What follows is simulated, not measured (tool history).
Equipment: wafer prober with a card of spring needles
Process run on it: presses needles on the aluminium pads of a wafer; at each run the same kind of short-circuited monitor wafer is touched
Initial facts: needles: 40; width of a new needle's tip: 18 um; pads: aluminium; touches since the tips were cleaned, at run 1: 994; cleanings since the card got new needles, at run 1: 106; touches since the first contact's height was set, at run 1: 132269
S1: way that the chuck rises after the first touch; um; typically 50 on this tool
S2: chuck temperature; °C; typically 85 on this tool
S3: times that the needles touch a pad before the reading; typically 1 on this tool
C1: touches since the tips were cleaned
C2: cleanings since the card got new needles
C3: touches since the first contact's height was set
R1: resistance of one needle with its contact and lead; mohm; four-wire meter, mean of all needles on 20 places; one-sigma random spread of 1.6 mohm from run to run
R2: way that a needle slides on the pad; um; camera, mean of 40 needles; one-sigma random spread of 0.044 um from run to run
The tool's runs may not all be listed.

run	day	S1	S2	S3	C1	C2	C3	R1	R2
1	0.000	50	85	1	994	106	132269	234	8.34
# day 0.142: height of the first contact set anew
# day 0.208: tips cleaned on abrasive film
# day 0.467: tips cleaned on abrasive film
# day 0.725: tips cleaned on abrasive film
# day 1.050: tips cleaned on abrasive film
# day 1.371: tips cleaned on abrasive film
# day 1.629: tips cleaned on abrasive film
# day 1.954: tips cleaned on abrasive film
# day 2.212: tips cleaned on abrasive film
# day 2.538: tips cleaned on abrasive film
# day 2.858: tips cleaned on abrasive film
2	3.012	50	85	1	1879	116	35093	285	8.69
# day 3.142: tips cleaned on abrasive film
# day 3.467: tips cleaned on abrasive film
# day 3.725: tips cleaned on abrasive film
# day 4.046: tips cleaned on abrasive film
# day 4.371: tips cleaned on abrasive film
# day 4.692: tips cleaned on abrasive film
# day 5.017: tips cleaned on abrasive film
# day 5.275: tips cleaned on abrasive film
# day 5.596: tips cleaned on abrasive film
3	5.633	50	85	1	419	125	67146	212	8.34
# day 5.892: tips cleaned on abrasive film
# day 6.150: tips cleaned on abrasive film
# day 6.471: tips cleaned on abrasive film
# day 6.796: tips cleaned on abrasive film
# day 7.117: tips cleaned on abrasive film
# day 7.379: tips cleaned on abrasive film
# day 7.700: tips cleaned on abrasive film
# day 8.025: tips cleaned on abrasive film
4	8.275	50	85	1	3098	133	99503	340	8.33
# day 8.342: tips cleaned on abrasive film
# day 8.600: tips cleaned on abrasive film
# day 8.925: tips cleaned on abrasive film
# day 9.246: tips cleaned on abrasive film
# day 9.504: tips cleaned on abrasive film
# day 9.829: tips cleaned on abrasive film
# day 10.150: tips cleaned on abrasive film
# day 10.475: tips cleaned on abrasive film
# day 10.733: tips cleaned on abrasive film
# day 11.054: tips cleaned on abrasive film
# day 11.067: height of the first contact set anew
5	11.233	50	85	1	2051	143	2051	297	8.64
# day 11.367: tips cleaned on abrasive film
# day 11.688: tips cleaned on abrasive film
# day 11.946: tips cleaned on abrasive film
# day 12.271: tips cleaned on abrasive film
# day 12.592: tips cleaned on abrasive film
6	12.829	50	85	1	2924	148	21583	330	8.56
# day 12.896: tips cleaned on abrasive film
# day 13.221: tips cleaned on abrasive film
# day 13.542: tips cleaned on abrasive film
# day 13.867: tips cleaned on abrasive film
# day 14.188: tips cleaned on abrasive film
7	14.429	50	85	3	2993	153	41184	224	8.61
# day 14.496: tips cleaned on abrasive film
# day 14.821: tips cleaned on abrasive film
# day 15.142: tips cleaned on abrasive film
# day 15.467: tips cleaned on abrasive film
# day 15.788: tips cleaned on abrasive film
# day 16.112: tips cleaned on abrasive film
# day 16.400: tips cleaned on abrasive film
8	16.400	50	85	3	0	160	65275	172	8.53
# day 16.725: tips cleaned on abrasive film
# day 17.046: tips cleaned on abrasive film
# day 17.304: tips cleaned on abrasive film
# day 17.629: tips cleaned on abrasive film
# day 17.950: tips cleaned on abrasive film
9	18.162	50	85	1	2640	165	86895	331	8.42
# day 18.233: tips cleaned on abrasive film
# day 18.554: tips cleaned on abrasive film
# day 18.812: tips cleaned on abrasive film
# day 19.138: tips cleaned on abrasive film
# day 19.396: tips cleaned on abrasive film
10	19.450	50	85	1	642	170	102564	222	8.36
# day 19.708: tips cleaned on abrasive film
# day 20.029: tips cleaned on abrasive film
# day 20.354: tips cleaned on abrasive film
# day 20.675: tips cleaned on abrasive film
# day 21.000: tips cleaned on abrasive film
# day 21.296: tips cleaned on abrasive film
11	21.296	50	85	1	0	176	125163	187	8.20
# day 21.554: tips cleaned on abrasive film
# day 21.875: tips cleaned on abrasive film
# day 22.017: height of the first contact set anew
# day 22.212: tips cleaned on abrasive film
# day 22.471: tips cleaned on abrasive film
# day 22.796: tips cleaned on abrasive film
12	22.904	50	52	1	1362	181	10851	248	8.59
# day 23.100: tips cleaned on abrasive film
# day 23.358: tips cleaned on abrasive film
# day 23.683: tips cleaned on abrasive film
# day 24.004: tips cleaned on abrasive film
# day 24.325: tips cleaned on abrasive film
13	24.329	50	85	2	17	186	28266	178	8.55
# day 24.588: tips cleaned on abrasive film
# day 24.912: tips cleaned on abrasive film
# day 25.171: tips cleaned on abrasive film
# day 25.492: tips cleaned on abrasive film
# day 25.817: tips cleaned on abrasive film
14	25.967	38	62	2	1872	191	48339	309	6.43
# day 26.100: tips cleaned on abrasive film
# day 26.358: tips cleaned on abrasive film
# day 26.679: tips cleaned on abrasive film
# day 26.942: tips cleaned on abrasive film
# day 27.262: tips cleaned on abrasive film
# day 27.762: card fitted with new needles
# day 28.021: tips cleaned on abrasive film
# day 28.346: tips cleaned on abrasive film
# day 28.667: tips cleaned on abrasive film
# day 28.925: tips cleaned on abrasive film
# day 29.250: tips cleaned on abrasive film
# day 29.571: tips cleaned on abrasive film
15	29.579	38	62	2	86	6	22229	186	6.46
# day 29.838: tips cleaned on abrasive film
# day 30.162: tips cleaned on abrasive film
# day 30.483: tips cleaned on abrasive film
# day 30.808: tips cleaned on abrasive film
# day 31.067: tips cleaned on abrasive film
# day 31.388: tips cleaned on abrasive film
# day 31.712: tips cleaned on abrasive film
16	31.925	38	125	2	2633	13	50959	290	6.45
# day 31.992: tips cleaned on abrasive film
# day 32.250: tips cleaned on abrasive film
# day 32.575: tips cleaned on abrasive film
# day 32.833: tips cleaned on abrasive film
# day 33.158: tips cleaned on abrasive film
# day 33.417: tips cleaned on abrasive film
# day 33.738: tips cleaned on abrasive film
17	33.875	45	85	1	1673	20	74774	275	7.68
# day 34.004: tips cleaned on abrasive film
# day 34.262: tips cleaned on abrasive film
# day 34.588: tips cleaned on abrasive film
# day 34.908: tips cleaned on abrasive film
# day 35.233: tips cleaned on abrasive film
# day 35.554: tips cleaned on abrasive film
# day 35.879: tips cleaned on abrasive film
18	36.000	45	63	2	1524	27	100809	228	7.46
# day 36.196: tips cleaned on abrasive film
# day 36.521: tips cleaned on abrasive film
# day 36.842: tips cleaned on abrasive film
# day 37.167: tips cleaned on abrasive film
# day 37.425: tips cleaned on abrasive film
# day 37.683: tips cleaned on abrasive film
# day 38.008: tips cleaned on abrasive film
# day 38.329: tips cleaned on abrasive film
# day 38.654: tips cleaned on abrasive film
# day 38.729: height of the first contact set anew
# day 38.954: tips cleaned on abrasive film
19	38.954	36	28	3	0	37	2737	164	6.18
# day 39.212: tips cleaned on abrasive film
# day 39.533: tips cleaned on abrasive film
# day 39.858: tips cleaned on abrasive film
# day 40.179: tips cleaned on abrasive film
# day 40.504: tips cleaned on abrasive film
# day 40.796: tips cleaned on abrasive film
20	40.796	33	85	2	0	43	25286	194	5.67

Forecast each of these 5 alternatives for the next run:
# day 41.117: tips cleaned on abrasive film
# day 41.442: tips cleaned on abrasive film
# day 41.762: tips cleaned on abrasive film
# day 42.088: tips cleaned on abrasive film
# day 42.408: tips cleaned on abrasive film
A	42.658	50	28	1	3091	48	48147	?	?
# day 41.117: tips cleaned on abrasive film
# day 41.442: tips cleaned on abrasive film
# day 41.762: tips cleaned on abrasive film
# day 42.088: tips cleaned on abrasive film
# day 42.408: tips cleaned on abrasive film
B	42.658	46	26	2	3091	48	48147	?	?
# day 41.117: tips cleaned on abrasive film
# day 41.442: tips cleaned on abrasive film
# day 41.762: tips cleaned on abrasive film
# day 42.088: tips cleaned on abrasive film
# day 42.408: tips cleaned on abrasive film
C	42.658	56	37	1	3091	48	48147	?	?
# day 41.117: tips cleaned on abrasive film
# day 41.442: tips cleaned on abrasive film
# day 41.762: tips cleaned on abrasive film
# day 42.088: tips cleaned on abrasive film
# day 42.408: tips cleaned on abrasive film
D	42.658	31	34	1	3091	48	48147	?	?
# day 41.117: tips cleaned on abrasive film
# day 41.442: tips cleaned on abrasive film
# day 41.762: tips cleaned on abrasive film
# day 42.088: tips cleaned on abrasive film
# day 42.408: tips cleaned on abrasive film
E	42.658	58	92	1	3091	48	48147	?	?

run	R1	R2
A	310	8.52
B	266	7.86
C	275	9.58
D	554	5.24
E	268	9.95
With the hidden condition removed and each run's random variation left untouched, the same runs would have given:
run	R1	R2
A	153	8.66
B	154	7.99
C	151	9.72
D	164	5.38
E	161	10.08

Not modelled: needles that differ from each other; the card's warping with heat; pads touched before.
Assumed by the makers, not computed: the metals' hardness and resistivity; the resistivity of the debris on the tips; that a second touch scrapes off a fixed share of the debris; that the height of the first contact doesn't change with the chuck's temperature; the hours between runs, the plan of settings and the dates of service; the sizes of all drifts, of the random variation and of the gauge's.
